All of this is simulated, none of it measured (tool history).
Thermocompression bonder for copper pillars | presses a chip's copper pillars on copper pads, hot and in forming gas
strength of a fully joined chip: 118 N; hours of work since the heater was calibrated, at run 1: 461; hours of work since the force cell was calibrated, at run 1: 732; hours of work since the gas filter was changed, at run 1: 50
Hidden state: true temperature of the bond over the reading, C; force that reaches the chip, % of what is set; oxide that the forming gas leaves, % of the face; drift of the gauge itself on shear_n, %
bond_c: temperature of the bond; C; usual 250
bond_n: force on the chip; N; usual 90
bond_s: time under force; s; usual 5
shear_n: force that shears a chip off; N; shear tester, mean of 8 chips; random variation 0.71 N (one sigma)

run    hour  bond_c  bond_n  bond_s  hours of work since the heater was calibrated  hours of work since the force cell was calibrated  hours of work since the gas filter was changed  shear_n
  1     0.0     250      90       5                                            461                                                732                                              50     44.4
  2    45.2     250      90       5                                            491                                                761                                              80     44.6
  3    95.5     250      90       5                                            524                                                794                                             113     42.4
      110.3  -- force cell calibrated
  4   159.9     250      90       5                                            565                                                 33                                             154     45.2
      176.9  -- forming gas filter changed
  5   240.6     250      90       5                                            618                                                 85                                              42     46.8
  6   304.0     250      90       5                                            659                                                127                                              83     44.8
  7   353.0     250      90       5                                            692                                                159                                             116     43.0
  8   421.6     250      86       5                                            737                                                204                                             161     40.2
      430.2  -- forming gas filter changed
  9   492.3     254      86       5                                            783                                                250                                              41     45.4
 10   573.5     254      86       5                                            836                                                303                                              94     43.9
 11   631.7     250      90       4                                            874                                                342                                             132     38.8
      683.6  -- forming gas filter changed
 12   683.6     250      90       4                                            908                                                375                                               0     40.8
 13   766.0     250      90       4                                            962                                                430                                              54     40.3
 14   844.9     269      90       4                                           1014                                                481                                             106     49.3
 15   928.6     250      90       5                                           1069                                                536                                             161     40.2
      937.0  -- forming gas filter changed
      950.1  -- heater calibrated with a thermocouple chip
 16  1007.5     250      61       5                                             38                                                586                                              45     32.2
 17  1046.6     241      61       5                                             63                                                612                                              71     28.1
 18  1130.9     274      61       5                                            119                                                668                                             126     43.3
 19  1176.6     250      90       5                                            149                                                697                                             156     42.7
     1192.6  -- forming gas filter changed
 20  1244.5     229      90       4                                            193                                                742                                              34     29.0
 21  1312.2     237      61       4                                            237                                                786                                              79     22.8
     1340.5  -- force cell calibrated
 22  1373.5     226      59       4                                            277                                                 22                                             118     20.4
     1450.2  -- forming gas filter changed
 23  1463.0     226      59       4                                            335                                                 80                                               8     20.9
 24  1501.7     259      90       9                                            361                                                106                                              34     65.8
 25  1559.0     255     102       4                                            398                                                143                                              71     50.6
 26  1643.2     255     108       3                                            453                                                198                                             127     45.9
     1702.6  -- forming gas filter changed
 27  1702.6     255     108       3                                            492                                                237                                               0     48.1
 28  1754.4     250     119       5                                            526                                                271                                              34     57.0
 29  1810.1     250     103       5                                            563                                                308                                              71     50.1
 30  1853.5     250      90       7                                            591                                                336                                              99     50.3
 31  1906.6     279     134       8                                            626                                                371                                             134     88.2
     1956.1  -- forming gas filter changed
 32  1985.1     252     134       3                                            677                                                422                                              19     53.0
 33  2073.1     252     134       3                                            735                                                480                                              77     50.2
 34  2159.1     252     134       3                                            791                                                536                                             133     49.6
 35  2197.6     245      84      12                                            817                                                562                                             159     49.6
     2209.2  -- forming gas filter changed
 36  2248.6     245      84      12                                            850                                                595                                              26     54.2
 37  2314.2     247      86       5                                            893                                                638                                              69     38.5
 38  2363.8     269      86      14                                            926                                                671                                             101     70.6

Forecast each of these 5 alternatives for the next run:
  A  2452.4     269      86       4                                            984                                                729                                             160        ?
  B  2452.4     246      67       8                                            984                                                729                                             160        ?
  C  2452.4     236      90       3                                            984                                                729                                             160        ?
  D  2452.4     250     130       3                                            984                                                729                                             160        ?
  E  2452.4     271      66       5                                            984                                                729                                             160        ?

run  shear_n
  A     44.6
  B     35.1
  C     26.5
  D     43.9
  E     40.4
Without the tool's hidden state the same runs would have given:
run  shear_n
  A     56.5
  B     45.4
  C     34.6
  D     56.1
  E     51.6

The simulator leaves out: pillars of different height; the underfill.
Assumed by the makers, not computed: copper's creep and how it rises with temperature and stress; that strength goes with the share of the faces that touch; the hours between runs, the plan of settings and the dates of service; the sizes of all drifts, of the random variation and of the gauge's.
